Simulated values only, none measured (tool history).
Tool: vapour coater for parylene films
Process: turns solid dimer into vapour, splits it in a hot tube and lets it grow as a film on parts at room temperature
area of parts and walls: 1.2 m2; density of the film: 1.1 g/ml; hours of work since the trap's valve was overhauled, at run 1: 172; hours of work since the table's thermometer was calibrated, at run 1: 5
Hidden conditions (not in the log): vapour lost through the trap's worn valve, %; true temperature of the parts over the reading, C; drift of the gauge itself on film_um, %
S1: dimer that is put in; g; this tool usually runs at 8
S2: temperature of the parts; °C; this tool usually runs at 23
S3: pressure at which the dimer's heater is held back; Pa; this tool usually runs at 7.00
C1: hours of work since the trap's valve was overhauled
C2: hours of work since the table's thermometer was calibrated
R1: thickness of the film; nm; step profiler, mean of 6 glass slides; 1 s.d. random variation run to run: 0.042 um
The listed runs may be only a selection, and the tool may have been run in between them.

run 1 hour=0.0 | S1=8 S2=23 S3=7.00 | C1=172 C2=5 | R1=4480
run 2 hour=13.2 | S1=3 S2=23 S3=7.00 | C1=178 C2=11 | R1=1660
run 3 hour=32.8 | S1=8 S2=23 S3=7.00 | C1=188 C2=20 | R1=4430
run 4 hour=51.9 | S1=3 S2=23 S3=7.00 | C1=196 C2=29 | R1=1650
run 5 hour=67.8 | S1=3 S2=23 S3=7.00 | C1=204 C2=36 | R1=1650
run 6 hour=85.4 | S1=8 S2=23 S3=3.68 | C1=212 C2=44 | R1=4620
run 7 hour=114.2 | S1=8 S2=23 S3=7.00 | C1=225 C2=58 | R1=4420
run 8 hour=130.5 | S1=8 S2=23 S3=7.00 | C1=233 C2=65 | R1=4380
run 9 hour=147.1 | S1=8 S2=23 S3=7.00 | C1=241 C2=73 | R1=4330
run 10 hour=168.5 | S1=8 S2=29 S3=7.00 | C1=251 C2=83 | R1=3320
run 11 hour=181.4 | S1=8 S2=29 S3=7.00 | C1=257 C2=89 | R1=3290
run 12 hour=205.7 | S1=8 S2=29 S3=7.00 | C1=268 C2=100 | R1=3230
run 13 hour=222.4 | S1=8 S2=29 S3=7.00 | C1=276 C2=108 | R1=3260
run 14 hour=245.9 | S1=8 S2=23 S3=9.57 | C1=287 C2=119 | R1=4230
run 15 hour=263.5 | S1=8 S2=31 S3=7.00 | C1=295 C2=127 | R1=2990
run 16 hour=288.8 | S1=8 S2=31 S3=7.00 | C1=307 C2=139 | R1=2950
run 17 hour=314.4 | S1=8 S2=34 S3=7.00 | C1=319 C2=151 | R1=2550
run 18 hour=340.5 | S1=8 S2=23 S3=8.75 | C1=331 C2=163 | R1=4170
run 19 hour=368.9 | S1=8 S2=23 S3=8.75 | C1=344 C2=176 | R1=4190
run 20 hour=394.4 | S1=7 S2=23 S3=2.78 | C1=356 C2=188 | R1=4000
run 21 hour=416.8 | S1=4 S2=24 S3=7.00 | C1=366 C2=199 | R1=2040
run 22 hour=436.6 | S1=8 S2=19 S3=10.10 | C1=375 C2=208 | R1=5040
run 23 hour=456.7 | S1=6 S2=19 S3=10.10 | C1=385 C2=217 | R1=3770
run 24 hour=485.4 | S1=6 S2=19 S3=10.10 | C1=398 C2=231 | R1=3750
run 25 hour=499.7 | S1=6 S2=19 S3=6.38 | C1=405 C2=237 | R1=3840
run 26 hour=520.3 | S1=6 S2=23 S3=3.16 | C1=414 C2=247 | R1=3330
run 27 hour=534.9 | S1=10 S2=23 S3=7.63 | C1=421 C2=254 | R1=5190
run 28 hour=559.6 | S1=10 S2=24 S3=7.00 | C1=433 C2=265 | R1=4990
run 29 hour=573.0 | S1=10 S2=24 S3=7.00 | C1=439 C2=271 | R1=5010
run 30 hour=590.9 | S1=9 S2=20 S3=8.09 | C1=447 C2=280 | R1=5410
run 31 hour=620.3 | S1=9 S2=20 S3=8.09 | C1=461 C2=293 | R1=5370
run 32 hour=641.9 | S1=9 S2=20 S3=8.09 | C1=471 C2=303 | R1=5400
run 33 hour=667.8 | S1=6 S2=20 S3=8.09 | C1=483 C2=315 | R1=3550
run 34 hour=686.5 | S1=5 S2=23 S3=11.34 | C1=492 C2=324 | R1=2530
run 35 hour=709.3 | S1=3 S2=21 S3=11.81 | C1=502 C2=335 | R1=1660

Each run again, without the hidden state but with its own random variation kept:
run=1 R1=4620
run=2 R1=1710
run=3 R1=4580
run=4 R1=1720
run=5 R1=1710
run=6 R1=4810
run=7 R1=4610
run=8 R1=4580
run=9 R1=4530
run=10 R1=3480
run=11 R1=3450
run=12 R1=3400
run=13 R1=3430
run=14 R1=4460
run=15 R1=3160
run=16 R1=3130
run=17 R1=2710
run=18 R1=4440
run=19 R1=4470
run=20 R1=4280
run=21 R1=2180
run=22 R1=5410
run=23 R1=4050
run=24 R1=4050
run=25 R1=4140
run=26 R1=3590
run=27 R1=5620
run=28 R1=5410
run=29 R1=5440
run=30 R1=5890
run=31 R1=5870
run=32 R1=5900
run=33 R1=3900
run=34 R1=2770
run=35 R1=1820

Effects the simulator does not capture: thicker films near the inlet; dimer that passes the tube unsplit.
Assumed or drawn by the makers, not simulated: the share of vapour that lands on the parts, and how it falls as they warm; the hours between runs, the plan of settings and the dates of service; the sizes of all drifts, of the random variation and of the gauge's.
